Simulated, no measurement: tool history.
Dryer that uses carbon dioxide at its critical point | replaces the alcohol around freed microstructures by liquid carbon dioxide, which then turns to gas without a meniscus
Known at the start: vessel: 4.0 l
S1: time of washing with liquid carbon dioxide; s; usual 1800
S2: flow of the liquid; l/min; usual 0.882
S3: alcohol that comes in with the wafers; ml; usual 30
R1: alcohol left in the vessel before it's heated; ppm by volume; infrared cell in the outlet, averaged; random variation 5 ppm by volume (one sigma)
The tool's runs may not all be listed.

run,hour,S1,S2,S3,R1
1,0.0,1800,0.882,30,53
2,24.2,1800,0.882,30,60
3,38.8,1800,0.882,42,70
4,51.5,1800,0.882,62,86
5,71.6,1800,0.882,30,63
6,96.3,1800,0.882,30,64
7,109.6,1800,0.882,30,65
8,125.0,1260,0.782,25,240
9,144.0,1260,0.782,25,250
10,162.4,1260,0.782,25,252
11,175.5,1800,1.242,30,46
12,206.4,1800,1.242,30,46
13,237.0,1380,1.111,113,195

Forecast each of these 3 alternatives for the next run:
A,254.7,1620,0.804,22,?
B,254.7,1380,1.111,31,?
C,254.7,1380,0.585,30,?

run,R1
A,117
B,77
C,553
Without the tool's hidden state the same runs would have given:
run,R1
A,41
B,11
C,331
